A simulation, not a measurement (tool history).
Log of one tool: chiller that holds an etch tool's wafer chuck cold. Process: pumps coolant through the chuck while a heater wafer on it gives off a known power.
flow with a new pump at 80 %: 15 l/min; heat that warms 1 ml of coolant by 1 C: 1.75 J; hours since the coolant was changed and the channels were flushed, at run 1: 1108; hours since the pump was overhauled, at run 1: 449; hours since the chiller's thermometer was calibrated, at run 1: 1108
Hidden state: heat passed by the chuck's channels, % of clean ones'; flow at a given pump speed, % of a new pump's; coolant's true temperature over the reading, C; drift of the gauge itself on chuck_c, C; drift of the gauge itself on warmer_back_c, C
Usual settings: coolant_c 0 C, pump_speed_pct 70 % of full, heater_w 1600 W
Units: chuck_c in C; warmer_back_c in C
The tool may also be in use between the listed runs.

run    hour  coolant_c  pump_speed_pct  heater_w  hours since the coolant was changed and the channels were flushed  hours since the pump was overhauled  hours since the chiller's thermometer was calibrated  chuck_c  warmer_back_c
  1     0.0          0              70      1600                                                               1108                                  449                                                  1108     11.4           4.18
  2   143.9          0              70      1600                                                               1252                                  593                                                  1252     11.5           4.16
  3   208.6          0              70      1600                                                               1317                                  658                                                  1317     11.6           4.17
  4   281.9          0              70      1600                                                               1390                                  731                                                  1390     11.5           4.23
  5   429.8          0              70      1600                                                               1538                                  879                                                  1538     11.5           4.25
  6   555.9          0              70      1600                                                               1664                                 1005                                                  1664     11.5           4.26
  7   637.3          0              70      1600                                                               1745                                 1086                                                  1745     11.6           4.19
  8   781.2          0              70      1600                                                               1889                                 1230                                                  1889     11.5           4.23
  9   917.9          0              70      2190                                                               2026                                 1367                                                  2026     16.1           5.77
 10   995.6          0              70      2190                                                               2103                                 1445                                                  2103     15.8           5.83
 11  1074.1          0              70      1600                                                               2182                                 1523                                                  2182     11.7           4.26
 12  1197.7          0              70      1336                                                               2306                                 1647                                                  2306      9.7           3.62
 13  1341.0          0              71      1336                                                               2449                                 1790                                                  2449      9.6           3.55
 14  1484.2          0              71      1336                                                               2592                                 1933                                                  2592      9.6           3.58
 15  1622.0          9              70      1600                                                               2730                                 2071                                                  2730     20.7           4.33
 16  1770.0          9              70      1600                                                               2878                                 2219                                                  2878     20.5           4.37
 17  1848.4          9              70      1600                                                               2956                                 2297                                                  2956     20.5           4.39
 18  1924.7          0              70      1537                                                               3033                                 2374                                                  3033     11.1           4.17
 19  2014.9          8              70      1537                                                               3123                                 2464                                                  3123     19.1           4.24
 20  2085.5          8              70      1537                                                               3193                                 2535                                                  3193     19.1           4.24
 21  2222.0          8              70      1537                                                               3330                                 2671                                                  3330     19.4           4.28
     2336.0  -- coolant changed, channels flushed
     2351.6  -- chiller's thermometer calibrated
 22  2355.8          8              70      1537                                                                 19                                 2798                                                     4     19.1           4.25
 23  2482.9          8              70      1537                                                                146                                 2925                                                   131     19.3           4.22
 24  2577.6          8             100      1101                                                                241                                 3020                                                   226     14.0           2.27
 25  2685.4         -9             100      2395                                                                348                                 3127                                                   334      4.3           4.63
 26  2824.5         -5              70      1600                                                                488                                 3267                                                   473      6.6           4.45
 27  2894.4         -2              70      1685                                                                557                                 3336                                                   543     10.2           4.66
 28  3006.0         -7              69      1600                                                                669                                 3448                                                   654      4.6           4.56
 29  3074.0         -7              69      1600                                                                737                                 3516                                                   722      4.8           4.50

The same runs without the tool's hidden state, with the same run-to-run variation:
run  warmer_back_c
  1           4.18
  2           4.15
  3           4.15
  4           4.21
  5           4.21
  6           4.21
  7           4.13
  8           4.16
  9           5.68
 10           5.73
 11           4.16
 12           3.51
 13           3.42
 14           3.44
 15           4.18
 16           4.21
 17           4.22
 18           3.99
 19           4.05
 20           4.04
 21           4.07
 22           4.03
 23           3.98
 24           2.03
 25           4.38
 26           4.18
 27           4.39
 28           4.28
 29           4.21
chuck_c: within 0.1 C of the measured result in every run.
